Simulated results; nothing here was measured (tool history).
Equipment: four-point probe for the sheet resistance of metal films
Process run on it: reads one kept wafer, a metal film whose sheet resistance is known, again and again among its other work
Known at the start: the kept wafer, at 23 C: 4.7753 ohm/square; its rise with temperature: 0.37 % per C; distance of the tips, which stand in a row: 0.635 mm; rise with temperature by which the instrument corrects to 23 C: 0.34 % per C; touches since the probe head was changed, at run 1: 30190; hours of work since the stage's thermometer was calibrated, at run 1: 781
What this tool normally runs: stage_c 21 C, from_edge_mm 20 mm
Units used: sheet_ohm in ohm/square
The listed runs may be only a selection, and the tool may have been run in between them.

run,hour,stage_c,from_edge_mm,touches since the probe head was changed,hours of work since the stage's thermometer was calibrated,sheet_ohm
1,0.0,21,20,30190,781,4.755984
2,82.1,21,20,32611,836,4.757430
3,171.5,21,20,35245,895,4.758020
4,269.7,21,20,38141,961,4.758513
5,352.4,21,20,40579,1016,4.759288
6,432.0,19,20,42924,1069,4.756108
7,534.9,19,20,45958,1137,4.756438
8,651.5,19,20,49395,1214,4.758939
9,739.5,19,20,51990,1273,4.760794
# hour 787.0: stage's thermometer calibrated
10,791.4,19,20,53506,3,4.768935
11,909.9,19,20,56998,82,4.770579
12,984.7,19,20,59203,131,4.770831
13,1081.6,32,20,62060,196,4.789319
14,1171.2,21,11,64703,255,4.781143
15,1260.9,22,22,67345,315,4.775721
16,1337.7,22,48,69610,366,4.774315
17,1396.0,22,48,71329,405,4.776783
18,1513.3,25,70,74785,483,4.780198
19,1586.5,25,70,76946,531,4.781902
20,1694.6,32,8,80131,603,4.809035
21,1771.7,20,8,82405,654,4.790170
22,1884.5,32,9,85728,729,4.807132
# hour 1976.9: new probe head fitted
23,1992.6,24,22,463,801,4.789019

Below are 4 alternative next runs, each starting from the tool's condition after run 23. Predict each:
A,2094.0,20,7,3452,868,?
B,2094.0,32,20,3452,868,?
C,2094.0,22,7,3452,868,?
D,2094.0,20,59,3452,868,?

run,sheet_ohm
A,4.805161
B,4.802580
C,4.804541
D,4.782419
Without the tool's unlogged condition, the same runs would have read:
run,sheet_ohm
A,4.793628
B,4.790804
C,4.792967
D,4.770935

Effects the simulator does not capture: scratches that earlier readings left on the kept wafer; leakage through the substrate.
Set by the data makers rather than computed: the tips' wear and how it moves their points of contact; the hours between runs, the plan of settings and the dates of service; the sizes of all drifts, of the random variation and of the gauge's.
